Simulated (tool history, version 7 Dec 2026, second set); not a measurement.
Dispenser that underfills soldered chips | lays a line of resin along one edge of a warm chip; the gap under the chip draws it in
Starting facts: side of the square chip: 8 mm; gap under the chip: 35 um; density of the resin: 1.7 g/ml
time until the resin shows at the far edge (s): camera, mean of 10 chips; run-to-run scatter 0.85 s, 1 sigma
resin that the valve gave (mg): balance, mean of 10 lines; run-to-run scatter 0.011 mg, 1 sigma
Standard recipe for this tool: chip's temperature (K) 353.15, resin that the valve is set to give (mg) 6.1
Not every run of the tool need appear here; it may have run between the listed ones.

run  hour  chip's temperature (K)  resin that the valve is set to give (mg)  time until the resin shows at the far edge (s)  resin that the valve gave (mg)
  1     0                  353.15                                       6.1                                           101.6                            5.95
  2   2.8                  353.15                                       6.1                                           115.8                            5.94
      7.7  -- new syringe of resin
  3   8.1                  353.15                                       6.1                                            84.8                            5.94
  4  12.5                  353.15                                       6.1                                           104.7                            5.94
  5  16.9                  353.15                                       6.1                                           137.4                            5.92
     19.5  -- new syringe of resin
  6  22.1                  353.15                                       6.1                                            94.9                             5.9
     23.5  -- dispensing valve cleaned and set on the balance
  7  27.2                  353.15                                       6.1                                           114.7                            6.14
  8  29.6                  353.15                                      6.74                                           129.4                            6.72
       32  -- new syringe of resin
  9  32.7                  353.15                                      6.74                                            85.1                            6.73
 10  37.6                  353.15                                      7.16                                           111.3                            7.12
     43.4  -- new syringe of resin
 11  43.8                  354.15                                       6.1                                            80.9                            6.05
 12  47.6                  354.15                                       6.1                                            99.7                            6.06

The next listed run, before its measurement:
 13  50.7                  354.15                                       6.1                                               ?                               ?

Run 13 produced time until the resin shows at the far edge (s) 116.6, resin that the valve gave (mg) 6.06.
The same run, on a tool lacking any hidden state, would have yielded time until the resin shows at the far edge (s) 76.8, resin that the valve gave (mg) 6.11.
